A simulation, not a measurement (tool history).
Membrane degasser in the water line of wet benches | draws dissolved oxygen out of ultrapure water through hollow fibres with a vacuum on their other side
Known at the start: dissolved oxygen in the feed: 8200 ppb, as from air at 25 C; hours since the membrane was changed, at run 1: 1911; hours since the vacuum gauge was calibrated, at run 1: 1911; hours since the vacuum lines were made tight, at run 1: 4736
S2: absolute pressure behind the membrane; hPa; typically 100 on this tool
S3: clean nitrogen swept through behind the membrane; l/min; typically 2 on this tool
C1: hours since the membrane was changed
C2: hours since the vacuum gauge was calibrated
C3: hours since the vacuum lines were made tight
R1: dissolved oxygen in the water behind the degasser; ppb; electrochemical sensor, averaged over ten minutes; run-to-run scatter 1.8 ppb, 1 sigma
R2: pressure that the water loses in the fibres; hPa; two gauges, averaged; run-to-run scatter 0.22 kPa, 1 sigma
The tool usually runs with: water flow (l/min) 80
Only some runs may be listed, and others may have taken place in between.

{"run": 1, "hour": 0.0, "water flow (l/min)": 80, "S2": 100, "S3": 2, "C1": 1911, "C2": 1911, "C3": 4736, "R1": 555.7, "R2": 525.8}
{"run": 2, "hour": 51.9, "water flow (l/min)": 80, "S2": 100, "S3": 2, "C1": 1963, "C2": 1963, "C3": 4788, "R1": 551.3, "R2": 526.3}
{"run": 3, "hour": 90.6, "water flow (l/min)": 80, "S2": 100, "S3": 2, "C1": 2002, "C2": 2002, "C3": 4826, "R1": 555.7, "R2": 525.6}
{"run": 4, "hour": 166.5, "water flow (l/min)": 80, "S2": 100, "S3": 2, "C1": 2077, "C2": 2077, "C3": 4902, "R1": 551.2, "R2": 526.8}
{"run": 5, "hour": 220.2, "water flow (l/min)": 80, "S2": 100, "S3": 2, "C1": 2131, "C2": 2131, "C3": 4956, "R1": 554.7, "R2": 526.4}
{"run": 6, "hour": 290.7, "water flow (l/min)": 80, "S2": 134, "S3": 2, "C1": 2202, "C2": 2202, "C3": 5026, "R1": 792.7, "R2": 527.2}
{"run": 7, "hour": 350.2, "water flow (l/min)": 80, "S2": 67, "S3": 2, "C1": 2261, "C2": 2261, "C3": 5086, "R1": 312.4, "R2": 523.6}
{"run": 8, "hour": 415.9, "water flow (l/min)": 80, "S2": 67, "S3": 2, "C1": 2327, "C2": 2327, "C3": 5152, "R1": 311.9, "R2": 525.4}
{"run": 9, "hour": 459.4, "water flow (l/min)": 80, "S2": 67, "S3": 2, "C1": 2370, "C2": 2370, "C3": 5195, "R1": 313, "R2": 525.8}
{"run": 10, "hour": 499.3, "water flow (l/min)": 62, "S2": 100, "S3": 5.82, "C1": 2410, "C2": 2410, "C3": 5235, "R1": 185.8, "R2": 410.9}
{"run": 11, "hour": 562.8, "water flow (l/min)": 80, "S2": 213, "S3": 1.37, "C1": 2474, "C2": 2474, "C3": 5299, "R1": 1667.1, "R2": 524.8}
{"run": 12, "hour": 616.4, "water flow (l/min)": 80, "S2": 187, "S3": 2, "C1": 2527, "C2": 2527, "C3": 5352, "R1": 1138.7, "R2": 530.5}
{"run": 13, "hour": 652.6, "water flow (l/min)": 64, "S2": 100, "S3": 1.47, "C1": 2564, "C2": 2564, "C3": 5388, "R1": 574, "R2": 424.9}

Here are 3 independent what-if runs from the current tool condition. What would each one return?
{"run": "A", "hour": 715.3, "water flow (l/min)": 64, "S2": 169, "S3": 1.47, "C1": 2626, "C2": 2626, "C3": 5451, "R1": "?", "R2": "?"}
{"run": "B", "hour": 715.3, "water flow (l/min)": 64, "S2": 114, "S3": 1.47, "C1": 2626, "C2": 2626, "C3": 5451, "R1": "?", "R2": "?"}
{"run": "C", "hour": 715.3, "water flow (l/min)": 63, "S2": 91, "S3": 2, "C1": 2626, "C2": 2626, "C3": 5451, "R1": "?", "R2": "?"}

run=A R1=1074.6 R2=417.7
run=B R1=676.8 R2=427
run=C R1=396.5 R2=413.4
Without the tool's hidden state the same runs would have given:
run=A R1=1065.8 R2=408.6
run=B R1=668 R2=417.7
run=C R1=388.1 R2=404.3
